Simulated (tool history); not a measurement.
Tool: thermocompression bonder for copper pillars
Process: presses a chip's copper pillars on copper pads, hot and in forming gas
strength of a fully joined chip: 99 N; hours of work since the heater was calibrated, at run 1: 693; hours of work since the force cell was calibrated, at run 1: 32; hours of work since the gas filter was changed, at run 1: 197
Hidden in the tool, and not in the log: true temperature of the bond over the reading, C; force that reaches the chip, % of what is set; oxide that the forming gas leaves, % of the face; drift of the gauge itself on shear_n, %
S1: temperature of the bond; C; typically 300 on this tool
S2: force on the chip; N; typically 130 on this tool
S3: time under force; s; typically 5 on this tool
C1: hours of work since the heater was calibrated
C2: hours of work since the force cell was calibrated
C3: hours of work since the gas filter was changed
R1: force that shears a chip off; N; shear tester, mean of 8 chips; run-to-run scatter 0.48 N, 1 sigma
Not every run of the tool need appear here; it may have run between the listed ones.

{"run": 1, "hour": 0.0, "S1": 300, "S2": 130, "S3": 5, "C1": 693, "C2": 32, "C3": 197, "R1": 47.9}
{"run": 2, "hour": 10.4, "S1": 300, "S2": 130, "S3": 5, "C1": 698, "C2": 37, "C3": 202, "R1": 48.0}
{"run": 3, "hour": 24.5, "S1": 300, "S2": 130, "S3": 5, "C1": 704, "C2": 44, "C3": 209, "R1": 47.8}
{"run": 4, "hour": 42.9, "S1": 300, "S2": 130, "S3": 5, "C1": 713, "C2": 52, "C3": 217, "R1": 48.0}
{"run": 5, "hour": 58.6, "S1": 300, "S2": 130, "S3": 5, "C1": 720, "C2": 59, "C3": 224, "R1": 47.5}
{"run": 6, "hour": 68.6, "S1": 300, "S2": 130, "S3": 5, "C1": 725, "C2": 64, "C3": 229, "R1": 47.2}
{"run": 7, "hour": 81.2, "S1": 300, "S2": 130, "S3": 5, "C1": 731, "C2": 70, "C3": 235, "R1": 48.4}
{"run": 8, "hour": 98.9, "S1": 300, "S2": 130, "S3": 5, "C1": 739, "C2": 78, "C3": 243, "R1": 47.6}
{"run": 9, "hour": 117.3, "S1": 300, "S2": 182, "S3": 6, "C1": 747, "C2": 86, "C3": 252, "R1": 61.7}
{"run": 10, "hour": 126.8, "S1": 300, "S2": 182, "S3": 6, "C1": 752, "C2": 91, "C3": 256, "R1": 62.0}
{"run": 11, "hour": 134.7, "S1": 284, "S2": 177, "S3": 3, "C1": 755, "C2": 94, "C3": 260, "R1": 40.0}
{"run": 12, "hour": 153.5, "S1": 300, "S2": 130, "S3": 11, "C1": 764, "C2": 103, "C3": 268, "R1": 60.3}
{"run": 13, "hour": 168.7, "S1": 288, "S2": 130, "S3": 4, "C1": 771, "C2": 110, "C3": 275, "R1": 37.3}
{"run": 14, "hour": 185.9, "S1": 301, "S2": 174, "S3": 13, "C1": 779, "C2": 118, "C3": 283, "R1": 72.7}
{"run": 15, "hour": 197.6, "S1": 313, "S2": 146, "S3": 3, "C1": 784, "C2": 124, "C3": 289, "R1": 49.8}
{"run": 16, "hour": 214.2, "S1": 275, "S2": 134, "S3": 3, "C1": 792, "C2": 131, "C3": 296, "R1": 28.0}

Branching from run 16: 5 alternative next runs. What would each branch give?
{"run": "A", "hour": 225.5, "S1": 287, "S2": 164, "S3": 5, "C1": 797, "C2": 136, "C3": 302, "R1": "?"}
{"run": "B", "hour": 225.5, "S1": 289, "S2": 134, "S3": 3, "C1": 797, "C2": 136, "C3": 302, "R1": "?"}
{"run": "C", "hour": 225.5, "S1": 290, "S2": 190, "S3": 3, "C1": 797, "C2": 136, "C3": 302, "R1": "?"}
{"run": "D", "hour": 225.5, "S1": 300, "S2": 108, "S3": 5, "C1": 797, "C2": 136, "C3": 302, "R1": "?"}
{"run": "E", "hour": 225.5, "S1": 275, "S2": 152, "S3": 3, "C1": 797, "C2": 136, "C3": 302, "R1": "?"}

run=A R1=46.6
run=B R1=33.8
run=C R1=46.0
run=D R1=41.5
run=E R1=30.4
Take away the tool's hidden state, keep each run's random variation, and the runs would have read:
run=A R1=55.1
run=B R1=40.4
run=C R1=54.4
run=D R1=49.1
run=E R1=36.8
